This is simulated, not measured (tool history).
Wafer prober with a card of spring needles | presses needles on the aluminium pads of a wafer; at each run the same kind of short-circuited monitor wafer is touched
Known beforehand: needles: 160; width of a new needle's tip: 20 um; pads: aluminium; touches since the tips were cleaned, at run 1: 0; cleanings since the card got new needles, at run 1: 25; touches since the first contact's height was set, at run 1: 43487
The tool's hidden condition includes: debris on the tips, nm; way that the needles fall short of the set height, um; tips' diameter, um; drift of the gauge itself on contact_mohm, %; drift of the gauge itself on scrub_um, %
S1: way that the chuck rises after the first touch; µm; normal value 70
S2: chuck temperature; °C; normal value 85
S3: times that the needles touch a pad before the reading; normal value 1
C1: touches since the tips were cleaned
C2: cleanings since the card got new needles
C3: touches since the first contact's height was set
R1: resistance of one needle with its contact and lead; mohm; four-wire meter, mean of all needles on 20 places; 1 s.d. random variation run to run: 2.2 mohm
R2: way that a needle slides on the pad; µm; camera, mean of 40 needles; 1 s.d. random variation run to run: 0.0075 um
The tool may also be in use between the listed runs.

run    hour  S1   S2  S3    C1  C2     C3   R1      R2
  1     0.0  70   85   1     0  25  43487  245  13.937
       20.9  -- tips cleaned on abrasive film
       39.6  -- tips cleaned on abrasive film
  2    43.4  70   85   1  1799  27  63518  319  13.910
       52.4  -- height of the first contact set anew
       61.2  -- tips cleaned on abrasive film
       81.5  -- tips cleaned on abrasive film
  3    89.2  70   85   1  3553  29  16926  356  13.973
      100.8  -- tips cleaned on abrasive film
      120.5  -- tips cleaned on abrasive film
      140.0  -- tips cleaned on abrasive film
  4   140.0  70   85   1     0  32  40324  259  13.950
      160.4  -- tips cleaned on abrasive film
      179.4  -- tips cleaned on abrasive film
      197.5  -- tips cleaned on abrasive film
      197.8  -- height of the first contact set anew
  5   198.4  70   85   1   270  35    270  258  13.995
      219.5  -- tips cleaned on abrasive film
      241.0  -- tips cleaned on abrasive film
  6   244.6  70   85   1  1661  37  21597  329  13.963
      260.8  -- tips cleaned on abrasive film
      280.5  -- tips cleaned on abrasive film
      300.9  -- tips cleaned on abrasive film
  7   303.3  70   85   1  1111  40  48648  299  13.927
      319.1  -- tips cleaned on abrasive film
      340.7  -- tips cleaned on abrasive film
      344.5  -- height of the first contact set anew
      361.2  -- tips cleaned on abrasive film
  8   364.9  80   85   1  1722  43   9404  299  16.001
      382.4  -- tips cleaned on abrasive film
  9   399.4  80   85   1  7868  44  25337  375  15.974
      403.9  -- tips cleaned on abrasive film
      422.3  -- tips cleaned on abrasive film
 10   437.6  80   85   1  7113  46  42959  382  15.958
      441.1  -- tips cleaned on abrasive film
      462.9  -- tips cleaned on abrasive film
      481.7  -- tips cleaned on abrasive film
      490.7  -- height of the first contact set anew
 11   495.2  70   85   1  6103  49   2071  414  14.005
      502.3  -- tips cleaned on abrasive film
      522.9  -- tips cleaned on abrasive film
 12   522.9  70   85   1     0  51  14828  253  13.994
      544.3  -- tips cleaned on abrasive film
      564.6  -- tips cleaned on abrasive film
 13   580.5  70   85   1  7342  53  41410  435  13.957
      584.1  -- tips cleaned on abrasive film
      605.1  -- tips cleaned on abrasive film
 14   620.2  70   85   1  6976  55  59727  417  13.926
      624.7  -- tips cleaned on abrasive film
      637.2  -- height of the first contact set anew
      644.8  -- tips cleaned on abrasive film
      663.1  -- tips cleaned on abrasive film
      682.3  -- tips cleaned on abrasive film
 15   684.1  58  121   2   837  59  21613  286  11.564
      701.2  -- tips cleaned on abrasive film
      718.9  -- tips cleaned on abrasive film
 16   722.5  54   58   3  1680  61  39302  279  10.727
      740.0  -- tips cleaned on abrasive film
 17   755.2  74   85   1  7046  62  54416  409  14.734
      759.7  -- tips cleaned on abrasive film
      780.5  -- tips cleaned on abrasive film
      780.8  -- height of the first contact set anew
 18   789.9  70   62   1  4228  64   4228  382  14.008
      800.2  -- tips cleaned on abrasive film
      820.5  -- tips cleaned on abrasive film
 19   826.7  57   62   3  2855  66  21174  300  11.376
      841.0  -- tips cleaned on abrasive film
 20   856.4  65   61   2  7103  67  34863  370  12.955
      860.8  -- tips cleaned on abrasive film
      881.3  -- tips cleaned on abrasive film
      899.5  -- tips cleaned on abrasive film
 21   914.3  64   60   2  6874  70  61587  370  12.724
      918.7  -- tips cleaned on abrasive film
      925.0  -- height of the first contact set anew
      939.4  -- tips cleaned on abrasive film
      960.0  -- tips cleaned on abrasive film
 22   968.5  84   59   2  3945  73  20046  289  16.786
      980.2  -- tips cleaned on abrasive film
      998.4  -- tips cleaned on abrasive film
 23  1012.5  84   59   2  6542  75  40348  304  16.763
     1016.9  -- tips cleaned on abrasive film
     1037.1  -- tips cleaned on abrasive film
     1058.0  -- tips cleaned on abrasive film
     1071.0  -- height of the first contact set anew
 24  1071.0  88   84   1  5874  78      0  352  17.609
     1079.8  -- tips cleaned on abrasive film
     1100.7  -- tips cleaned on abrasive film
 25  1113.7  64   58   2  6038  80  19716  358  12.783
     1122.5  -- tips cleaned on abrasive film
     1143.1  -- tips cleaned on abrasive film
     1161.1  -- tips cleaned on abrasive film
 26  1164.2  64   58   2  1438  83  42968  287  12.738
     1179.4  -- tips cleaned on abrasive film
     1200.9  -- tips cleaned on abrasive film
 27  1208.6  84   56   1  3603  85  63462  322  16.708
     1215.7  -- height of the first contact set anew
     1219.2  -- tips cleaned on abrasive film
     1239.7  -- tips cleaned on abrasive film
 28  1253.0  84   56   1  6135  87  17155  367  16.774

3 ways to go on from here, each from the tool as it stands after run 28. What would each give?
     1257.4  -- tips cleaned on abrasive film
     1275.1  -- tips cleaned on abrasive film
     1293.4  -- tips cleaned on abrasive film
  A  1310.1  84  48   3  7701  90  43471   ?   ?
     1257.4  -- tips cleaned on abrasive film
     1275.1  -- tips cleaned on abrasive film
     1293.4  -- tips cleaned on abrasive film
  B  1310.1  65  27   1  7701  90  43471   ?   ?
     1257.4  -- tips cleaned on abrasive film
     1275.1  -- tips cleaned on abrasive film
     1293.4  -- tips cleaned on abrasive film
  C  1310.1  74  41   2  7701  90  43471   ?   ?

run   R1      R2
  A  283  16.727
  B  483  12.937
  C  349  14.740
Without the tool's unlogged condition, the same runs would have read:
run   R1      R2
  A  226  16.789
  B  224  12.998
  C  228  14.801

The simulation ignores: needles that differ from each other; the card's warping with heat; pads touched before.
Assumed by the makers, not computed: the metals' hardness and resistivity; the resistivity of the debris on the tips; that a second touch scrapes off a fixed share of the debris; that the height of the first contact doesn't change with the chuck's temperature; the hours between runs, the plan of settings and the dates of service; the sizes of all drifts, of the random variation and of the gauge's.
